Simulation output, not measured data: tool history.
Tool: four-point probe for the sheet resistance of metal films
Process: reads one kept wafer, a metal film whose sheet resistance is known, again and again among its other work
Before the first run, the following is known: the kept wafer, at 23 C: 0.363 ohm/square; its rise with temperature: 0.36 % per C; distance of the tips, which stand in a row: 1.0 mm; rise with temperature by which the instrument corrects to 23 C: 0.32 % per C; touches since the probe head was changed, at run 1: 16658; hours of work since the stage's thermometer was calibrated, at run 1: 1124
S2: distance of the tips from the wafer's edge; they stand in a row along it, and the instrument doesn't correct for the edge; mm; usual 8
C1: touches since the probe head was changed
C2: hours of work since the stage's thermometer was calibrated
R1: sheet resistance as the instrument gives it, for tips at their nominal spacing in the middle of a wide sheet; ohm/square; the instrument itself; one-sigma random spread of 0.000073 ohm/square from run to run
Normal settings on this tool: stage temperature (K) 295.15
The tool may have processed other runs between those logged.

run 1 hour=0 | stage_temperature_(K)=295.15 S2=8 | C1=16658 C2=1124 | R1=0.367926
run 2 hour=18.8 | stage_temperature_(K)=295.15 S2=8 | C1=16939 C2=1136 | R1=0.368047
run 3 hour=50.3 | stage_temperature_(K)=307.15 S2=8 | C1=17410 C2=1155 | R1=0.370032
run 4 hour=79.3 | stage_temperature_(K)=295.15 S2=8 | C1=17843 C2=1173 | R1=0.368055
run 5 hour=115.5 | stage_temperature_(K)=295.15 S2=8 | C1=18384 C2=1195 | R1=0.368124
run 6 hour=149.4 | stage_temperature_(K)=295.15 S2=8 | C1=18892 C2=1216 | R1=0.368257
run 7 hour=171.7 | stage_temperature_(K)=304.15 S2=8 | C1=19226 C2=1229 | R1=0.369758
run 8 hour=205.8 | stage_temperature_(K)=304.15 S2=8 | C1=19735 C2=1250 | R1=0.369793
-- hour=208.9 stage's thermometer calibrated
run 9 hour=225.8 | stage_temperature_(K)=295.15 S2=6 | C1=20026 C2=10 | R1=0.370717
run 10 hour=250 | stage_temperature_(K)=295.15 S2=6 | C1=20388 C2=25 | R1=0.370794
run 11 hour=290 | stage_temperature_(K)=308.15 S2=24 | C1=20987 C2=50 | R1=0.367735
run 12 hour=327.2 | stage_temperature_(K)=300.15 S2=6 | C1=21543 C2=72 | R1=0.371602
-- hour=333.4 stage's thermometer calibrated, once more
run 13 hour=352 | stage_temperature_(K)=300.15 S2=6 | C1=21907 C2=11 | R1=0.37141

5 ways to go on from here, each from the tool as it stands after run 13. What would each give?
run A hour=375.9 | stage_temperature_(K)=299.15 S2=43 | C1=22263 C2=26 | R1=?
run B hour=375.9 | stage_temperature_(K)=296.15 S2=5 | C1=22263 C2=26 | R1=?
run C hour=375.9 | stage_temperature_(K)=307.15 S2=17 | C1=22263 C2=26 | R1=?
run D hour=375.9 | stage_temperature_(K)=306.15 S2=8 | C1=22263 C2=26 | R1=?
run E hour=375.9 | stage_temperature_(K)=293.15 S2=7 | C1=22263 C2=26 | R1=?

run=A R1=0.366193
run=B R1=0.373153
run=C R1=0.367903
run=D R1=0.370185
run=E R1=0.368987
Had the tool no hidden state, the same runs would have come out as:
run=A R1=0.36371
run=B R1=0.370626
run=C R1=0.365408
run=D R1=0.367676
run=E R1=0.366486
